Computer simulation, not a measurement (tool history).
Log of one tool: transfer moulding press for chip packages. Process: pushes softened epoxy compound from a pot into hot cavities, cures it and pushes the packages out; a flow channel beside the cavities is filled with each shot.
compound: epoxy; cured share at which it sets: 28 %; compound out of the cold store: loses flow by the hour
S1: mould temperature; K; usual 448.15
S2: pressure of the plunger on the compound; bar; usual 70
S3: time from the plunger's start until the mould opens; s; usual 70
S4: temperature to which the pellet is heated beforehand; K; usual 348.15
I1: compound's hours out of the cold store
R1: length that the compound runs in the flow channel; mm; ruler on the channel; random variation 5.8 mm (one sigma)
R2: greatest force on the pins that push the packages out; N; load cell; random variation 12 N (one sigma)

Run 1, hour 0: usual settings; I1 14.3. Result: R1 884 mm, R2 616 N.
At hour 65.5: cavities cleaned with cleaning compound and waxed.
Run 2, hour 65.5: usual settings; I1 30.3. Result: R1 789 mm, R2 1056 N.
At hour 82.8: plunger's sealing rings changed.
Run 3, hour 126.4: usual settings; I1 27.2. Result: R1 840 mm, R2 1004 N.
At hour 136.2: cavities cleaned with cleaning compound and waxed.
Run 4, hour 165.9: usual settings; I1 44.9. Result: R1 772 mm, R2 736 N.
At hour 204.9: cavities cleaned with cleaning compound and waxed.
Run 5, hour 241.1: usual settings but S2 75.9 bar; I1 12.4. Result: R1 938 mm, R2 836 N.
At hour 270.2: cavities cleaned with cleaning compound and waxed.
Run 6, hour 282.9: usual settings but S2 75.9 bar; I1 45.3. Result: R1 784 mm, R2 655 N.
At hour 294.9: plunger's sealing rings changed.
At hour 339: cavities cleaned with cleaning compound and waxed.
Run 7, hour 373.1: usual settings but S2 75.9 bar; I1 30.8. Result: R1 847 mm, R2 737 N.
At hour 403.3: cavities cleaned with cleaning compound and waxed.
Run 8, hour 422.4: usual settings but S2 75.9 bar; I1 42.2. Result: R1 802 mm, R2 669 N.
At hour 466.7: cavities cleaned with cleaning compound and waxed.
At hour 482.8: mould's thermocouples calibrated.
Run 9, hour 482.8: usual settings; I1 8.2. Result: R1 916 mm, R2 758 N.
At hour 506.9: plunger's sealing rings changed.
At hour 534.6: cavities cleaned with cleaning compound and waxed.
Run 10, hour 544.2: usual settings but S3 56 s; I1 34.3. Result: R1 815 mm, R2 1230 N.
At hour 562.7: cavities cleaned with cleaning compound and waxed, once more.
Run 11, hour 597.1: usual settings; I1 23.5. Result: R1 857 mm, R2 845 N.
At hour 629.3: cavities cleaned with cleaning compound and waxed.
Run 12, hour 640.2: usual settings but S2 83.3 bar; I1 41.1. Result: R1 836 mm, R2 647 N.
Run 13, hour 677.3: usual settings; I1 42.9. Result: R1 750 mm, R2 818 N.
At hour 693.2: cavities cleaned with cleaning compound and waxed.
At hour 720.5: plunger's sealing rings changed.
Run 14, hour 754.6: usual settings but S1 441.15 K, S2 62.2 bar; I1 21.1. Result: R1 835 mm, R2 1452 N.
At hour 760.4: cavities cleaned with cleaning compound and waxed.
Run 15, hour 804.6: usual settings but S1 441.15 K, S2 62.2 bar; I1 25.3. Result: R1 805 mm, R2 1387 N.
At hour 825.7: cavities cleaned with cleaning compound and waxed.
Run 16, hour 862.5: usual settings but S1 442.15 K, S2 81.4 bar, S3 83 s, S4 357.15 K; I1 14. Result: R1 968 mm, R2 768 N.
At hour 889.3: cavities cleaned with cleaning compound and waxed.
Run 17, hour 926: usual settings but S1 442.15 K, S2 81.4 bar, S3 83 s, S4 357.15 K; I1 46.7. Result: R1 807 mm, R2 719 N.
At hour 934.9: plunger's sealing rings changed.
At hour 956.4: cavities cleaned with cleaning compound and waxed.
Run 18, hour 992.6: usual settings but S1 454.15 K, S2 78.2 bar, S3 83 s, S4 353.15 K; I1 23.4. Result: R1 896 mm, R2 439 N.
At hour 1019.9: cavities cleaned with cleaning compound and waxed.
Run 19, hour 1053.6: usual settings but S1 443.15 K; I1 15.6. Result: R1 890 mm, R2 1177 N.
At hour 1090.2: cavities cleaned with cleaning compound and waxed.
Run 20, hour 1129.1: usual settings but S1 442.15 K, S2 84.3 bar, S3 51 s, S4 351.15 K; I1 27.2. Result: R1 913 mm, R2 2133 N.
At hour 1148.2: plunger's sealing rings changed.
At hour 1157.8: cavities cleaned with cleaning compound and waxed.
Run 21, hour 1178.1: usual settings but S1 442.15 K, S2 60.5 bar, S3 51 s, S4 338.15 K; I1 34. Result: R1 771 mm, R2 1995 N.
At hour 1221.4: cavities cleaned with cleaning compound and waxed.
Run 22, hour 1265: usual settings but S1 442.15 K, S2 60.5 bar, S3 51 s, S4 338.15 K; I1 43.4. Result: R1 723 mm, R2 2187 N.
At hour 1291.5: cavities cleaned with cleaning compound and waxed.
Run 23, hour 1324.8: usual settings but S1 444.15 K, S2 60.5 bar, S3 93 s, S4 341.15 K; I1 37.3. Result: R1 722 mm, R2 522 N.
At hour 1354.3: mould's thermocouples calibrated.
At hour 1365.3: plunger's sealing rings changed.
At hour 1366.8: cavities cleaned with cleaning compound and waxed.
Run 24, hour 1392: usual settings but S1 444.15 K, S2 60.5 bar, S3 93 s, S4 341.15 K; I1 39.1. Result: R1 750 mm, R2 556 N.
At hour 1429.7: cavities cleaned with cleaning compound and waxed.
Run 25, hour 1473.5: usual settings but S1 444.15 K, S2 60.5 bar, S3 93 s, S4 341.15 K; I1 40.1. Result: R1 724 mm, R2 577 N.

The same runs without the tool's hidden state, with the same run-to-run variation:
The hidden state here: true mould temperature over the reading, C; pressure that reaches the compound, % of what is set; grip of the stained cavities, % over clean ones'; drift of the gauge itself on flow_mm, %; drift of the gauge itself on push_out_n, %.
run   R1    R2
  1  906   626
  2  818   589
  3  849   605
  4  785   559
  5  965   630
  6  814   557
  7  860   562
  8  821   551
  9  947   626
 10  823  1057
 11  873   617
 12  858   580
 13  775   580
 14  844   983
 15  821   969
 16  997   574
 17  841   525
 18  906   318
 19  908   895
 20  944  1506
 21  777  1546
 22  740  1520
 23  748   388
 24  753   413
 25  739   393
